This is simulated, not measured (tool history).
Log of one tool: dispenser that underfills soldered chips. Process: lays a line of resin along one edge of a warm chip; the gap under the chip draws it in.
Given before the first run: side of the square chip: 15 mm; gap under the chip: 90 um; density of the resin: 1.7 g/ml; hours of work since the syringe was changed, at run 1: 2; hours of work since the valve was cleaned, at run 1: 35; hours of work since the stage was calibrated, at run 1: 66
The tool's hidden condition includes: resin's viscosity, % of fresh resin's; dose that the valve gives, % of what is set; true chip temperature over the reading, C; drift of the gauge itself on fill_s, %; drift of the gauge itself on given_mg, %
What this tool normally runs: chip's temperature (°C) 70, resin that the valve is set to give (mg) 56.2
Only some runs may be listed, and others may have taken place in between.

run   hour  chip's temperature (°C)  resin that the valve is set to give (mg)  hours of work since the syringe was changed  hours of work since the valve was cleaned  hours of work since the stage was calibrated  time until the resin shows at the far edge (s)  resin that the valve gave (mg)
  1      0                       70                                      56.2                                            2                                         35                                            66                                           160.5                           54.87
  2    8.5                       70                                      56.2                                            8                                         41                                            72                                           227.7                           54.95
      11.3  -- new syringe of resin
  3   15.3                       70                                      56.2                                            3                                         46                                            76                                           169.8                           54.83
  4   23.5                       70                                      56.2                                            8                                         51                                            82                                           233.6                           54.29
      25.7  -- new syringe of resin
  5     31                       70                                      56.2                                            4                                         56                                            87                                           182.9                           54.13
      39.9  -- new syringe of resin
  6   41.1                       70                                      56.2                                            1                                         63                                            93                                           153.4                              54
  7   49.6                       70                                      56.2                                            7                                         69                                            99                                           212.1                            53.8
      54.5  -- new syringe of resin
  8   55.4                       62                                      56.2                                            1                                         72                                           103                                           203.5                           54.03
  9   62.6                       58                                      56.2                                            6                                         77                                           108                                           314.9                           53.71
      69.3  -- new syringe of resin
 10   71.5                       74                                      56.2                                            1                                         83                                           114                                           138.6                           52.67
      75.1  -- dispensing valve cleaned and set on the balance
      84.4  -- new syringe of resin
 11   85.3                       74                                      56.2                                            1                                          7                                           122                                           128.9                           55.86
 12   93.6                       74                                      56.2                                            6                                         12                                           128                                           181.5                           55.67
      98.7  -- new syringe of resin
 13     99                       70                                      71.5                                            0                                         16                                           132                                           148.3                           70.57
 14    110                       70                                      71.5                                            8                                         24                                           139                                           222.7                           69.98
     113.4  -- new syringe of resin
 15  121.8                       70                                      49.4                                            6                                         31                                           147                                           204.8                           48.26
       128  -- new syringe of resin
 16  133.9                       70                                      54.3                                            4                                         40                                           155                                             189                           52.99
 17  141.5                       58                                      63.8                                            9                                         45                                           160                                           392.8                           61.85
     142.8  -- new syringe of resin
 18  147.2                       74                                      51.2                                            3                                         48                                           164                                             155                           49.25
     156.8  -- new syringe of resin
 19  156.8                       74                                      51.2                                            0                                         55                                           170                                           130.2                           49.01
 20  163.2                       74                                      66.5                                            4                                         59                                           175                                           159.2                           63.74
     171.8  -- new syringe of resin
 21  173.8                       70                                      61.6                                            1                                         66                                           182                                           159.3                           58.66
 22  182.3                       56                                      61.5                                            7                                         72                                           188                                           368.2                           58.87
     185.8  -- new syringe of resin
 23  192.9                       69                                      48.5                                            5                                         79                                           195                                           208.1                           45.93
     200.8  -- new syringe of resin
     202.9  -- dispensing valve cleaned and set on the balance
 24  204.3                       56                                      56.3                                            2                                          1                                           202                                             268                           56.16
 25  212.8                       56                                      56.3                                            8                                          7                                           207                                           378.3                           56.12
     216.6  -- new syringe of resin
 26  223.7                       80                                        56                                            5                                         14                                           215                                           138.6                           55.34
     230.8  -- new syringe of resin
 27  236.3                       64                                      67.3                                            4                                         23                                           223                                           228.8                           65.97
     245.1  -- new syringe of resin
 28  246.3                       64                                      48.9                                            1                                         29                                           230                                           198.3                           47.95

What does the tool deliver on the next run?
 29   253                       81                                      52.2                                            5                                         34                                           234                                               ?                               ?

{"run 29": {"time until the resin shows at the far edge (s)": 143.2, "resin that the valve gave (mg)": 51.22}}
On a tool with no hidden condition, and with the same random variation, this run would have come out at time until the resin shows at the far edge (s) 98.1, resin that the valve gave (mg) 52.37.
